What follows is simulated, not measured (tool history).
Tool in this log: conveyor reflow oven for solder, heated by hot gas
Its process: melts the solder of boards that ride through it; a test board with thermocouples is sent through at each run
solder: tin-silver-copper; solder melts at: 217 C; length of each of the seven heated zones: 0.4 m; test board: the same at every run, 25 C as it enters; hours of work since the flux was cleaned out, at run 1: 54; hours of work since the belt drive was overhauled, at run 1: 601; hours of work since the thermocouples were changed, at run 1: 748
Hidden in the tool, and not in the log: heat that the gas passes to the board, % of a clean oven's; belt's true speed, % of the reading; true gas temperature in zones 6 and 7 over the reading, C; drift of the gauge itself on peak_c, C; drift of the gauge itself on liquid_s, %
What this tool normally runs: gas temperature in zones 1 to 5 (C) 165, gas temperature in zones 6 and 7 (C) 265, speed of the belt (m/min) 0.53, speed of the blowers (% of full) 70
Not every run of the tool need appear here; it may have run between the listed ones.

run,hour,gas temperature in zones 1 to 5 (C),gas temperature in zones 6 and 7 (C),speed of the belt (m/min),speed of the blowers (% of full),hours of work since the flux was cleaned out,hours of work since the belt drive was overhauled,hours of work since the thermocouples were changed,highest temperature of the board (C),time above the solder's melting point (s)
1,0,165,265,0.53,70,54,601,748,252.6,65.6
2,38.1,177,265,0.53,70,83,630,777,254.5,71.8
3,69.9,177,265,0.53,70,107,654,801,254.4,71.9
4,102.2,177,265,0.53,70,132,679,826,254.6,71.6
5,135.9,177,265,0.53,70,157,704,851,254.5,72
6,178.5,177,265,0.53,70,190,737,883,254.6,71.6
7,199.9,177,265,0.53,70,206,753,900,254,71.6
8,236.1,177,265,0.53,70,233,780,927,254.5,72.4
9,276.6,177,265,0.53,70,264,811,958,254.3,71.5
10,310.6,177,265,0.53,63,290,837,983,253,69.8
11,348,153,265,0.53,58,318,865,1012,246.9,55

Branching from run 11: 4 alternative next runs. What would each branch give?
# hour 386.4: flux residue cleaned out of gas plates and filters
A,392.2,167,266,0.53,70,4,895,1041,?,?
# hour 386.4: flux residue cleaned out of gas plates and filters
B,392.2,153,280,0.53,65,4,895,1041,?,?
# hour 386.4: flux residue cleaned out of gas plates and filters
C,392.2,172,256,0.504,58,4,895,1041,?,?
# hour 386.4: flux residue cleaned out of gas plates and filters
D,392.2,165,274,0.549,64,4,895,1041,?,?

run,highest temperature of the board (C),time above the solder's melting point (s)
A,255.4,68.5
B,264.2,70
C,245.8,65.5
D,259.4,67.6
Stripped of hidden state, with their random variation kept, the same runs would have yielded:
run,highest temperature of the board (C),time above the solder's melting point (s)
A,251.8,64.9
B,260.5,66.6
C,242.2,60.9
D,255.7,64.2
